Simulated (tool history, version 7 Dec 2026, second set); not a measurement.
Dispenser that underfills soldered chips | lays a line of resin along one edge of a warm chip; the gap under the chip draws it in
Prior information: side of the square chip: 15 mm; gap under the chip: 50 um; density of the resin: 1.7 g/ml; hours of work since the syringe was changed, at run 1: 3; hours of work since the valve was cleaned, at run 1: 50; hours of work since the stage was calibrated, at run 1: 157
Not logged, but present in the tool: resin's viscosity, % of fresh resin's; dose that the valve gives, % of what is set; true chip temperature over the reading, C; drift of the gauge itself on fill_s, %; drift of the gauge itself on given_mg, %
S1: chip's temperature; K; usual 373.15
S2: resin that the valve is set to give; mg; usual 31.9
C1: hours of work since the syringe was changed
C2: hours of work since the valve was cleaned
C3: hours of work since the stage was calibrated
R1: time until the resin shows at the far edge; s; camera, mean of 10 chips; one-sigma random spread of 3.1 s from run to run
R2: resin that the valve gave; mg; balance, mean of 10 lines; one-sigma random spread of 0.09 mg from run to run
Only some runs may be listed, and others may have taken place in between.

Run 1, hour 0.0: usual settings; C1 3; C2 50; C3 157. Result: R1 411.7 s, R2 30.86 mg.
At hour 3.4: new syringe of resin.
Run 2, hour 7.2: usual settings; C1 3; C2 55; C3 161. Result: R1 394.6 s, R2 30.73 mg.
At hour 12.1: new syringe of resin.
Run 3, hour 12.1: usual settings but S1 385.15 K; C1 0; C2 58; C3 164. Result: R1 197.7 s, R2 30.78 mg.
At hour 16.5: dispensing valve cleaned and set on the balance.
At hour 21.4: new syringe of resin.
Run 4, hour 21.8: usual settings but S1 367.15 K; C1 0; C2 3; C3 170. Result: R1 425.8 s, R2 31.88 mg.
At hour 29.7: new syringe of resin.
Run 5, hour 30.1: usual settings but S1 367.15 K; C1 0; C2 9; C3 175. Result: R1 424.6 s, R2 31.71 mg.
Run 6, hour 35.2: usual settings but S1 367.15 K; C1 4; C2 12; C3 178. Result: R1 549.8 s, R2 31.79 mg.
At hour 37.9: new syringe of resin.
Run 7, hour 39.4: usual settings but S1 375.15 K; C1 1; C2 15; C3 181. Result: R1 319.5 s, R2 31.62 mg.
Run 8, hour 45.1: usual settings; C1 5; C2 18; C3 185. Result: R1 467.1 s, R2 31.60 mg.
At hour 46.1: new syringe of resin.
Run 9, hour 53.7: usual settings but S1 383.15 K; C1 5; C2 24; C3 190. Result: R1 314.4 s, R2 31.46 mg.
At hour 54.8: new syringe of resin.
Run 10, hour 60.0: usual settings but S1 383.15 K; C1 3; C2 28; C3 194. Result: R1 278.8 s, R2 31.28 mg.
At hour 63.1: new syringe of resin.
Run 11, hour 67.9: usual settings but S1 383.15 K; C1 3; C2 33; C3 199. Result: R1 277.1 s, R2 31.29 mg.
At hour 71.6: new syringe of resin.
Run 12, hour 77.0: usual settings but S2 32.3 mg; C1 4; C2 39; C3 205. Result: R1 418.9 s, R2 31.42 mg.
At hour 80.3: new syringe of resin.
Run 13, hour 82.4: usual settings; C1 1; C2 42; C3 208. Result: R1 358.8 s, R2 31.18 mg.
Run 14, hour 88.0: usual settings; C1 5; C2 46; C3 212. Result: R1 472.7 s, R2 30.89 mg.
At hour 89.0: new syringe of resin.
Run 15, hour 95.2: usual settings; C1 4; C2 50; C3 217. Result: R1 441.9 s, R2 30.94 mg.
At hour 97.8: new syringe of resin.
Run 16, hour 100.3: usual settings; C1 2; C2 53; C3 220. Result: R1 378.3 s, R2 30.86 mg.
At hour 106.0: new syringe of resin.
Run 17, hour 106.6: usual settings; C1 0; C2 57; C3 224. Result: R1 339.2 s, R2 30.77 mg.
At hour 111.3: dispensing valve cleaned and set on the balance.
Run 18, hour 111.3: usual settings; C1 3; C2 0; C3 226. Result: R1 405.4 s, R2 31.86 mg.
At hour 115.2: new syringe of resin.
Run 19, hour 116.1: usual settings but S1 386.15 K; C1 1; C2 3; C3 229. Result: R1 203.0 s, R2 31.95 mg.
Run 20, hour 119.9: usual settings but S1 365.15 K, S2 30.8 mg; C1 3; C2 5; C3 232. Result: R1 576.7 s, R2 30.67 mg.
At hour 123.8: new syringe of resin.
Run 21, hour 125.7: usual settings but S1 365.15 K, S2 30.8 mg; C1 1; C2 9; C3 235. Result: R1 512.1 s, R2 30.59 mg.
At hour 132.0: new syringe of resin.
Run 22, hour 133.2: usual settings but S1 365.15 K, S2 30.8 mg; C1 1; C2 14; C3 240. Result: R1 489.4 s, R2 30.54 mg.
Run 23, hour 139.1: usual settings but S1 363.15 K, S2 38.2 mg; C1 5; C2 18; C3 244. Result: R1 710.3 s, R2 37.78 mg.
At hour 140.6: new syringe of resin.
Run 24, hour 146.0: usual settings but S1 366.15 K, S2 31.4 mg; C1 4; C2 22; C3 248. Result: R1 588.1 s, R2 31.06 mg.
At hour 148.8: new syringe of resin.
Run 25, hour 150.5: usual settings but S1 366.15 K, S2 31.4 mg; C1 1; C2 25; C3 251. Result: R1 474.5 s, R2 30.78 mg.
Run 26, hour 154.8: usual settings but S1 387.15 K, S2 28.5 mg; C1 4; C2 28; C3 254. Result: R1 253.7 s, R2 28.04 mg.
At hour 157.3: new syringe of resin.
Run 27, hour 161.9: usual settings but S1 387.15 K, S2 28.5 mg; C1 3; C2 32; C3 258. Result: R1 241.3 s, R2 27.85 mg.
At hour 165.5: new syringe of resin.
Run 28, hour 166.0: usual settings but S2 36.7 mg; C1 0; C2 35; C3 261. Result: R1 337.1 s, R2 35.91 mg.
At hour 173.7: new syringe of resin.
Run 29, hour 173.7: usual settings but S2 36.7 mg; C1 0; C2 40; C3 266. Result: R1 326.1 s, R2 35.79 mg.
Run 30, hour 177.6: usual settings but S1 372.15 K, S2 31.2 mg; C1 3; C2 42; C3 268. Result: R1 426.5 s, R2 30.45 mg.
At hour 182.2: new syringe of resin.
Run 31, hour 186.0: usual settings but S1 383.15 K; C1 2; C2 48; C3 274. Result: R1 264.8 s, R2 31.04 mg.
At hour 190.4: new syringe of resin.
Run 32, hour 191.0: usual settings but S1 360.15 K, S2 34.0 mg; C1 0; C2 51; C3 277. Result: R1 591.8 s, R2 32.75 mg.
At hour 198.7: new syringe of resin.
Run 33, hour 199.3: usual settings but S1 368.15 K, S2 28.5 mg; C1 0; C2 56; C3 282. Result: R1 438.5 s, R2 27.54 mg.
At hour 206.2: dispensing valve cleaned and set on the balance.
At hour 208.4: new syringe of resin.
Run 34, hour 209.6: usual settings but S1 360.15 K, S2 30.7 mg; C1 1; C2 2; C3 288. Result: R1 620.6 s, R2 30.52 mg.

Consider 4 possible next runs. They are alternatives, not a sequence: every one starts from the tool as it was left by run 34. What does each give?
Run A, hour 214.2: usual settings but S1 360.15 K, S2 29.5 mg; C1 4; C2 5; C3 291. Result: R1 ?, R2 ?.
Run B, hour 214.2: usual settings but S1 366.15 K, S2 40.3 mg; C1 4; C2 5; C3 291. Result: R1 ?, R2 ?.
Run C, hour 214.2: usual settings but S1 363.15 K, S2 32.7 mg; C1 4; C2 5; C3 291. Result: R1 ?, R2 ?.
Run D, hour 214.2: usual settings but S1 372.15 K, S2 30.7 mg; C1 4; C2 5; C3 291. Result: R1 ?, R2 ?.

run     R1     R2
  A  781.2  29.42
  B  598.5  40.14
  C  694.1  32.69
  D  478.3  30.64
The same runs, with their run-to-run variation unchanged, on a tool lacking any hidden condition would have given:
run     R1     R2
  A  528.8  29.55
  B  406.7  40.33
  C  470.7  32.84
  D  325.9  30.79
